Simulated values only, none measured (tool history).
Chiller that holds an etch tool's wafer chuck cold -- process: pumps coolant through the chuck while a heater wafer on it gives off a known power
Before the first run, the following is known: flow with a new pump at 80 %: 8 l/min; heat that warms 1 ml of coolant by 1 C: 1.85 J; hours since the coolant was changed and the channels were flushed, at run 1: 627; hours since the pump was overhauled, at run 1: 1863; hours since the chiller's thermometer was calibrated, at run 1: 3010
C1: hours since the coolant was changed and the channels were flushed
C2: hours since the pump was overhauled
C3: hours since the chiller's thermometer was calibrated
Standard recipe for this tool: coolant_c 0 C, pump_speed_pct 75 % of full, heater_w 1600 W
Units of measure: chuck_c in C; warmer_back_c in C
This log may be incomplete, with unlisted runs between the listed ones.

{"run": 1, "hour": 0.0, "coolant_c": 0, "pump_speed_pct": 75, "heater_w": 1600, "C1": 627, "C2": 1863, "C3": 3010, "chuck_c": 18, "warmer_back_c": 6.93}
{"run": 2, "hour": 146.4, "coolant_c": 0, "pump_speed_pct": 75, "heater_w": 1600, "C1": 774, "C2": 2009, "C3": 3157, "chuck_c": 17.9, "warmer_back_c": 7}
{"run": 3, "hour": 244.0, "coolant_c": 0, "pump_speed_pct": 75, "heater_w": 1600, "C1": 871, "C2": 2107, "C3": 3254, "chuck_c": 18.1, "warmer_back_c": 6.98}
{"run": 4, "hour": 331.3, "coolant_c": 0, "pump_speed_pct": 75, "heater_w": 1952, "C1": 958, "C2": 2194, "C3": 3342, "chuck_c": 22, "warmer_back_c": 8.52}
{"run": 5, "hour": 469.3, "coolant_c": 0, "pump_speed_pct": 75, "heater_w": 1600, "C1": 1096, "C2": 2332, "C3": 3480, "chuck_c": 18, "warmer_back_c": 6.96}
{"run": 6, "hour": 579.5, "coolant_c": -6, "pump_speed_pct": 75, "heater_w": 1600, "C1": 1207, "C2": 2442, "C3": 3590, "chuck_c": 12, "warmer_back_c": 6.96}
{"run": 7, "hour": 672.8, "coolant_c": -6, "pump_speed_pct": 75, "heater_w": 992, "C1": 1300, "C2": 2535, "C3": 3683, "chuck_c": 5.2, "warmer_back_c": 4.36}
{"run": 8, "hour": 748.2, "coolant_c": -6, "pump_speed_pct": 75, "heater_w": 992, "C1": 1375, "C2": 2611, "C3": 3758, "chuck_c": 5.1, "warmer_back_c": 4.31}
{"run": 9, "hour": 840.3, "coolant_c": 1, "pump_speed_pct": 75, "heater_w": 1600, "C1": 1467, "C2": 2703, "C3": 3851, "chuck_c": 19, "warmer_back_c": 6.99}
{"run": 10, "hour": 998.7, "coolant_c": -3, "pump_speed_pct": 75, "heater_w": 1600, "C1": 1626, "C2": 2861, "C3": 4009, "chuck_c": 14.8, "warmer_back_c": 7.01}
{"run": 11, "hour": 1136.7, "coolant_c": 0, "pump_speed_pct": 75, "heater_w": 1358, "C1": 1764, "C2": 2999, "C3": 4147, "chuck_c": 15.3, "warmer_back_c": 5.95}
{"run": 12, "hour": 1276.1, "coolant_c": 0, "pump_speed_pct": 75, "heater_w": 1600, "C1": 1903, "C2": 3139, "C3": 4286, "chuck_c": 17.9, "warmer_back_c": 6.98}
{"hour": 1314.3, "done": "chiller's thermometer calibrated"}
{"run": 13, "hour": 1358.8, "coolant_c": -1, "pump_speed_pct": 72, "heater_w": 1263, "C1": 1985, "C2": 3220, "C3": 45, "chuck_c": 13.9, "warmer_back_c": 5.82}
{"run": 14, "hour": 1478.2, "coolant_c": -8, "pump_speed_pct": 80, "heater_w": 1665, "C1": 2104, "C2": 3340, "C3": 164, "chuck_c": 9.8, "warmer_back_c": 6.75}
{"run": 15, "hour": 1649.0, "coolant_c": -8, "pump_speed_pct": 70, "heater_w": 1562, "C1": 2275, "C2": 3511, "C3": 335, "chuck_c": 10.8, "warmer_back_c": 7.45}
{"run": 16, "hour": 1803.3, "coolant_c": 0, "pump_speed_pct": 81, "heater_w": 2308, "C1": 2429, "C2": 3665, "C3": 489, "chuck_c": 24.2, "warmer_back_c": 9.33}
{"run": 17, "hour": 1911.1, "coolant_c": -2, "pump_speed_pct": 72, "heater_w": 1107, "C1": 2537, "C2": 3773, "C3": 597, "chuck_c": 11, "warmer_back_c": 5.1}
{"run": 18, "hour": 2011.8, "coolant_c": 9, "pump_speed_pct": 83, "heater_w": 2367, "C1": 2638, "C2": 3873, "C3": 698, "chuck_c": 33.2, "warmer_back_c": 9.27}
{"run": 19, "hour": 2111.2, "coolant_c": -10, "pump_speed_pct": 75, "heater_w": 1937, "C1": 2737, "C2": 3973, "C3": 797, "chuck_c": 11.6, "warmer_back_c": 8.5}
{"run": 20, "hour": 2272.6, "coolant_c": -10, "pump_speed_pct": 75, "heater_w": 1937, "C1": 2899, "C2": 4134, "C3": 958, "chuck_c": 11.8, "warmer_back_c": 8.49}
{"run": 21, "hour": 2389.6, "coolant_c": -4, "pump_speed_pct": 75, "heater_w": 2216, "C1": 3016, "C2": 4251, "C3": 1075, "chuck_c": 20.9, "warmer_back_c": 9.7}
{"run": 22, "hour": 2516.0, "coolant_c": -5, "pump_speed_pct": 75, "heater_w": 1983, "C1": 3142, "C2": 4378, "C3": 1202, "chuck_c": 17.3, "warmer_back_c": 8.7}
{"run": 23, "hour": 2652.9, "coolant_c": -5, "pump_speed_pct": 75, "heater_w": 1983, "C1": 3279, "C2": 4514, "C3": 1339, "chuck_c": 17.1, "warmer_back_c": 8.69}

Measured less the same run without the tool's hidden state. The same run-to-run variation is in both; the gauge's scatter may not be:
Hidden state present: heat passed by the chuck's channels, % of clean ones'; flow at a given pump speed, % of a new pump's; coolant's true temperature over the reading, C; drift of the gauge itself on chuck_c, C; drift of the gauge itself on warmer_back_c, C.
run=1 warmer_back_c=+0
run=2 warmer_back_c=+0.01
run=3 warmer_back_c=+0.01
run=4 warmer_back_c=+0.01
run=5 warmer_back_c=+0.02
run=6 warmer_back_c=+0.02
run=7 warmer_back_c=+0.03
run=8 warmer_back_c=+0.03
run=9 warmer_back_c=+0.04
run=10 warmer_back_c=+0.04
run=11 warmer_back_c=+0.05
run=12 warmer_back_c=+0.05
run=13 warmer_back_c=+0.05
run=14 warmer_back_c=+0.06
run=15 warmer_back_c=+0.07
run=16 warmer_back_c=+0.07
run=17 warmer_back_c=+0.07
run=18 warmer_back_c=+0.08
run=19 warmer_back_c=+0.09
run=20 warmer_back_c=+0.09
run=21 warmer_back_c=+0.09
run=22 warmer_back_c=+0.1
run=23 warmer_back_c=+0.1
chuck_c: within 0.1 C of the measured result in every run.
